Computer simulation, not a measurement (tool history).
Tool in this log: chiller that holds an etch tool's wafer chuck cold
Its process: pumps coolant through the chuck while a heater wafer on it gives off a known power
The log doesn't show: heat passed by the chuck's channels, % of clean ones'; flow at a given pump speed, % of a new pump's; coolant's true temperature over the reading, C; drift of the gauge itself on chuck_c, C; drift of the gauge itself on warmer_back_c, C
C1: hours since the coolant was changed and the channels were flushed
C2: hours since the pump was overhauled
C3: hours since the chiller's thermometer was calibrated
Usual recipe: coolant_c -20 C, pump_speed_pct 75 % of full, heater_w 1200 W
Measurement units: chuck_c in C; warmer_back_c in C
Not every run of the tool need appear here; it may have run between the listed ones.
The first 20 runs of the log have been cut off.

Run 21, hour 2250.0: usual settings but coolant_c -17 C, heater_w 765 W; C1 3765; C2 7369; C3 481. Result: chuck_c -10.3 C, warmer_back_c 2.52 C.
At hour 2378.5: coolant pump overhauled.
Run 22, hour 2392.7: usual settings but coolant_c -17 C, pump_speed_pct 67 % of full, heater_w 1620 W; C1 3903; C2 14; C3 619. Result: chuck_c -2.9 C, warmer_back_c 5.18 C.
Run 23, hour 2521.7: usual settings but coolant_c -24 C, pump_speed_pct 96 % of full, heater_w 1046 W; C1 4032; C2 143; C3 748. Result: chuck_c -16.9 C, warmer_back_c 2.37 C.
Run 24, hour 2614.5: usual settings but coolant_c -16 C, heater_w 789 W; C1 4125; C2 236; C3 841. Result: chuck_c -9.6 C, warmer_back_c 2.29 C.
Run 25, hour 2720.2: usual settings but coolant_c -24 C; C1 4230; C2 342; C3 946. Result: chuck_c -14.3 C, warmer_back_c 3.45 C.
Run 26, hour 2854.9: usual settings but coolant_c -25 C, pump_speed_pct 71 % of full; C1 4365; C2 476; C3 1081. Result: chuck_c -14.9 C, warmer_back_c 3.67 C.
Run 27, hour 2941.4: usual settings but pump_speed_pct 85 % of full, heater_w 1469 W; C1 4452; C2 563; C3 1168. Result: chuck_c -8.9 C, warmer_back_c 3.82 C.
Run 28, hour 3028.2: usual settings but pump_speed_pct 85 % of full, heater_w 1469 W; C1 4538; C2 650; C3 1254. Result: chuck_c -9.0 C, warmer_back_c 3.78 C.
Run 29, hour 3170.1: usual settings but pump_speed_pct 66 % of full, heater_w 1793 W; C1 4680; C2 792; C3 1396. Result: chuck_c -3.8 C, warmer_back_c 5.95 C.
Run 30, hour 3312.4: usual settings but pump_speed_pct 66 % of full, heater_w 1793 W; C1 4823; C2 934; C3 1539. Result: chuck_c -3.7 C, warmer_back_c 6.00 C.
Run 31, hour 3371.0: usual settings but pump_speed_pct 63 % of full, heater_w 1517 W; C1 4881; C2 993; C3 1597. Result: chuck_c -5.8 C, warmer_back_c 5.35 C.

Alternative continuations, all from the tool just after run 31; predict every row:
Run A, hour 3479.7: usual settings but coolant_c -13 C, pump_speed_pct 66 % of full, heater_w 1336 W; C1 4990; C2 1101; C3 1706. Result: chuck_c ?, warmer_back_c ?.
Run B, hour 3479.7: usual settings but coolant_c -14 C, pump_speed_pct 63 % of full, heater_w 1517 W; C1 4990; C2 1101; C3 1706. Result: chuck_c ?, warmer_back_c ?.
Run C, hour 3479.7: usual settings but coolant_c -27 C; C1 4990; C2 1101; C3 1706. Result: chuck_c ?, warmer_back_c ?.

run  chuck_c  warmer_back_c
  A     -0.6           4.39
  B      0.6           5.27
  C    -17.0           3.51
Take away the tool's hidden state, keep each run's random variation, and the runs would have read:
run  chuck_c  warmer_back_c
  A     -3.0           4.30
  B     -2.2           5.16
  C    -18.9           3.44

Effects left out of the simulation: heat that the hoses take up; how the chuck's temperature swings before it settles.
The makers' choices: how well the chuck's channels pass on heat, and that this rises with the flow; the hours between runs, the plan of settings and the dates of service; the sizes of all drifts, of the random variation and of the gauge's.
